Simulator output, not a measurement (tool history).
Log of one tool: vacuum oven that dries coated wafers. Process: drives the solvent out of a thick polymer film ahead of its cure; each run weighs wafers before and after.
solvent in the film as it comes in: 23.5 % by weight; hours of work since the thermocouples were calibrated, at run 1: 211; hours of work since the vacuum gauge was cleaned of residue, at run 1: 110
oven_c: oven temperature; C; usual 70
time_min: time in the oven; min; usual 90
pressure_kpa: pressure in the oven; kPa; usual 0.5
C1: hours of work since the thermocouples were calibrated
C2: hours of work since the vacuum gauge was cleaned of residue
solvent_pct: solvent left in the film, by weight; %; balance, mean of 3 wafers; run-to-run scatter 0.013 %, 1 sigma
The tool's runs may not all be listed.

run 1 hour=0 | oven_c=70 time_min=90 pressure_kpa=0.5 | C1=211 C2=110 | solvent_pct=1.31
run 2 hour=12.4 | oven_c=70 time_min=123 pressure_kpa=0.5 | C1=217 C2=115 | solvent_pct=0.64
run 3 hour=18.9 | oven_c=70 time_min=123 pressure_kpa=0.5 | C1=219 C2=118 | solvent_pct=0.63
run 4 hour=33 | oven_c=70 time_min=73 pressure_kpa=0.5 | C1=226 C2=124 | solvent_pct=2.08
run 5 hour=43.7 | oven_c=62 time_min=73 pressure_kpa=0.5 | C1=230 C2=129 | solvent_pct=4.29
run 6 hour=53.6 | oven_c=62 time_min=73 pressure_kpa=0.5 | C1=234 C2=133 | solvent_pct=4.27
run 7 hour=64.3 | oven_c=62 time_min=70 pressure_kpa=0.5 | C1=239 C2=138 | solvent_pct=4.51
run 8 hour=76.2 | oven_c=70 time_min=48 pressure_kpa=0.5 | C1=244 C2=143 | solvent_pct=4.29
run 9 hour=90 | oven_c=70 time_min=81 pressure_kpa=0.5 | C1=250 C2=149 | solvent_pct=1.65
run 10 hour=97.4 | oven_c=70 time_min=81 pressure_kpa=0.5 | C1=253 C2=152 | solvent_pct=1.64
run 11 hour=104.3 | oven_c=70 time_min=90 pressure_kpa=0.5 | C1=256 C2=155 | solvent_pct=1.3
run 12 hour=116.5 | oven_c=70 time_min=90 pressure_kpa=0.382 | C1=262 C2=160 | solvent_pct=1.24
run 13 hour=128.8 | oven_c=70 time_min=90 pressure_kpa=0.5 | C1=267 C2=165 | solvent_pct=1.31
run 14 hour=137.8 | oven_c=70 time_min=90 pressure_kpa=0.5 | C1=271 C2=169 | solvent_pct=1.3
run 15 hour=150.2 | oven_c=70 time_min=76 pressure_kpa=0.5 | C1=276 C2=175 | solvent_pct=1.87
run 16 hour=163.5 | oven_c=70 time_min=76 pressure_kpa=0.5 | C1=282 C2=180 | solvent_pct=1.86
run 17 hour=171.6 | oven_c=70 time_min=90 pressure_kpa=0.5 | C1=285 C2=184 | solvent_pct=1.28
run 18 hour=183.7 | oven_c=70 time_min=90 pressure_kpa=0.5 | C1=291 C2=189 | solvent_pct=1.27
run 19 hour=191.2 | oven_c=70 time_min=90 pressure_kpa=0.5 | C1=294 C2=192 | solvent_pct=1.3
run 20 hour=203.6 | oven_c=71 time_min=90 pressure_kpa=0.5 | C1=299 C2=198 | solvent_pct=1.15
run 21 hour=213.3 | oven_c=71 time_min=90 pressure_kpa=0.5 | C1=303 C2=202 | solvent_pct=1.14
run 22 hour=227.6 | oven_c=71 time_min=90 pressure_kpa=0.5 | C1=310 C2=208 | solvent_pct=1.12
run 23 hour=234 | oven_c=71 time_min=90 pressure_kpa=0.5 | C1=312 C2=211 | solvent_pct=1.14
run 24 hour=243.2 | oven_c=71 time_min=71 pressure_kpa=0.5 | C1=316 C2=215 | solvent_pct=1.93
run 25 hour=251.2 | oven_c=71 time_min=49 pressure_kpa=0.5 | C1=320 C2=218 | solvent_pct=3.8
run 26 hour=265.2 | oven_c=65 time_min=136 pressure_kpa=0.704 | C1=326 C2=224 | solvent_pct=1.04
run 27 hour=276.3 | oven_c=71 time_min=136 pressure_kpa=0.305 | C1=331 C2=229 | solvent_pct=0.36
run 28 hour=286.2 | oven_c=65 time_min=54 pressure_kpa=1.14 | C1=335 C2=233 | solvent_pct=5.45
run 29 hour=294.8 | oven_c=65 time_min=54 pressure_kpa=1.14 | C1=339 C2=237 | solvent_pct=5.41
run 30 hour=301.9 | oven_c=83 time_min=50 pressure_kpa=0.95 | C1=342 C2=240 | solvent_pct=1.22
run 31 hour=308.3 | oven_c=73 time_min=90 pressure_kpa=0.485 | C1=345 C2=243 | solvent_pct=0.87
run 32 hour=316.2 | oven_c=59 time_min=92 pressure_kpa=0.946 | C1=348 C2=246 | solvent_pct=4.1
run 33 hour=331 | oven_c=60 time_min=70 pressure_kpa=0.946 | C1=354 C2=253 | solvent_pct=5.45
run 34 hour=344 | oven_c=69 time_min=70 pressure_kpa=0.946 | C1=360 C2=258 | solvent_pct=2.63
run 35 hour=353.6 | oven_c=64 time_min=151 pressure_kpa=0.329 | C1=364 C2=263 | solvent_pct=0.75
run 36 hour=361.3 | oven_c=72 time_min=84 pressure_kpa=0.326 | C1=367 C2=266 | solvent_pct=1.08
run 37 hour=368.7 | oven_c=69 time_min=146 pressure_kpa=1.254 | C1=371 C2=269 | solvent_pct=0.87
run 38 hour=376 | oven_c=78 time_min=70 pressure_kpa=0.548 | C1=374 C2=272 | solvent_pct=0.88
run 39 hour=390.5 | oven_c=55 time_min=65 pressure_kpa=0.548 | C1=380 C2=279 | solvent_pct=7.55
run 40 hour=400.8 | oven_c=71 time_min=53 pressure_kpa=0.549 | C1=385 C2=283 | solvent_pct=3.33
run 41 hour=412.3 | oven_c=71 time_min=53 pressure_kpa=0.549 | C1=390 C2=288 | solvent_pct=3.32
run 42 hour=423.5 | oven_c=80 time_min=161 pressure_kpa=0.448 | C1=394 C2=293 | solvent_pct=0.17
run 43 hour=437.6 | oven_c=80 time_min=161 pressure_kpa=0.695 | C1=400 C2=299 | solvent_pct=0.24
run 44 hour=444.4 | oven_c=57 time_min=161 pressure_kpa=0.695 | C1=403 C2=302 | solvent_pct=1.89
run 45 hour=459.3 | oven_c=70 time_min=97 pressure_kpa=0.5 | C1=410 C2=308 | solvent_pct=1.06
run 46 hour=471.6 | oven_c=59 time_min=52 pressure_kpa=0.5 | C1=415 C2=314 | solvent_pct=7.51
run 47 hour=479.1 | oven_c=59 time_min=99 pressure_kpa=1.263 | C1=418 C2=317 | solvent_pct=3.88

Had the tool no unlogged condition, and each run kept its random variation, what would the results have been?
The hidden state here: true wafer temperature over the reading, C; true pressure over the reading, kPa; drift of the gauge itself on solvent_pct, %.
run=1 solvent_pct=1.26
run=2 solvent_pct=0.61
run=3 solvent_pct=0.6
run=4 solvent_pct=2.03
run=5 solvent_pct=4.21
run=6 solvent_pct=4.2
run=7 solvent_pct=4.44
run=8 solvent_pct=4.23
run=9 solvent_pct=1.61
run=10 solvent_pct=1.6
run=11 solvent_pct=1.26
run=12 solvent_pct=1.21
run=13 solvent_pct=1.28
run=14 solvent_pct=1.27
run=15 solvent_pct=1.84
run=16 solvent_pct=1.82
run=17 solvent_pct=1.25
run=18 solvent_pct=1.24
run=19 solvent_pct=1.27
run=20 solvent_pct=1.12
run=21 solvent_pct=1.12
run=22 solvent_pct=1.1
run=23 solvent_pct=1.12
run=24 solvent_pct=1.91
run=25 solvent_pct=3.79
run=26 solvent_pct=1.01
run=27 solvent_pct=0.33
run=28 solvent_pct=5.44
run=29 solvent_pct=5.41
run=30 solvent_pct=1.22
run=31 solvent_pct=0.86
run=32 solvent_pct=4.09
run=33 solvent_pct=5.45
run=34 solvent_pct=2.63
run=35 solvent_pct=0.72
run=36 solvent_pct=1.07
run=37 solvent_pct=0.85
run=38 solvent_pct=0.87
run=39 solvent_pct=7.56
run=40 solvent_pct=3.35
run=41 solvent_pct=3.34
run=42 solvent_pct=0.15
run=43 solvent_pct=0.22
run=44 solvent_pct=1.87
run=45 solvent_pct=1.05
run=46 solvent_pct=7.56
run=47 solvent_pct=3.91
